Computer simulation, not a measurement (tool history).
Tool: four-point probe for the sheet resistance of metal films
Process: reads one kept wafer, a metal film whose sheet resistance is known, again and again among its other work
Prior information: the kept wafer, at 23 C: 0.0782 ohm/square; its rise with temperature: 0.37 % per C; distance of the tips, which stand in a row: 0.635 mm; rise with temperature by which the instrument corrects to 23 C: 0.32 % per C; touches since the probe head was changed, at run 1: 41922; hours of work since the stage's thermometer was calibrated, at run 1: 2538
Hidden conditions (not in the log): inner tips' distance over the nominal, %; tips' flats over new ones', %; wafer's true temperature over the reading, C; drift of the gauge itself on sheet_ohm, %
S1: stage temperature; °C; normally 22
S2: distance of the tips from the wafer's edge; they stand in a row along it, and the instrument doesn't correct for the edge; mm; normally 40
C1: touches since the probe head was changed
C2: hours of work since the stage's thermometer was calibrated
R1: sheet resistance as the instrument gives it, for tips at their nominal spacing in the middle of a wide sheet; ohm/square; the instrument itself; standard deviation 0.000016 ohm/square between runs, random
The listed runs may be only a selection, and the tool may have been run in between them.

run   hour  S1  S2     C1    C2        R1
  1      0  22  40  41922  2538  0.078822
  2   16.9  22  40  42449  2548  0.078794
  3   45.3  22  40  43338  2565  0.078828
  4   76.6  25  40  44316  2584  0.078933
  5  107.9  25  40  45295  2602  0.078955
  6  146.9  18  40  46512  2626  0.078665
  7  167.3  18  40  47148  2638  0.078685
  8    192  18  40  47922  2652  0.078673
  9  217.9  22  10  48730  2668  0.079016
 10  235.5  22  40  49280  2678  0.078856
 11  256.4  22  40  49934  2691  0.078841
     279.3  -- stage's thermometer calibrated
 12    283  22  40  50750     2   0.07889
 13  320.9  22  40  51933    25  0.078882
     335.9  -- stage's thermometer calibrated, once more
 14  339.9  19  40  52510     2  0.078551
 15  362.5  28  40  53217    16  0.078919
 16  378.7  28  40  53724    25  0.078942
 17  408.4  28  40  54650    43  0.078907
 18  435.8  22  40  55508    59  0.078721
 19  452.8  22  40  56038    70  0.078672
 20  473.2  22  40  56675    82  0.078694
 21  512.1  22  51  57891   105  0.078692
 22    539  22  40  58732   121  0.078708
 23  556.2  22  40  59269   131  0.078716
 24  587.7  34  60  60253   150  0.079124
 25  614.4  34  60  61088   166  0.079149
 26  651.3  21  43  62239   188  0.078647
 27  674.4  23  15  62962   201  0.078832
 28  704.8  18  21  63912   219  0.078585
 29  727.6  22  25  64624   233  0.078712
 30  765.4  32   4  65804   255  0.080164
 31  786.5  32   4  66463   268  0.080161
 32  810.2  26  68  67207   282  0.078877

For run 33, what comes out?
 33  842.1  20  33  68202  301   ?

R1: 0.078687 ohm/square
Were there no unlogged condition in the tool, this run, its random variation unchanged, would have produced R1 0.07812 ohm/square.
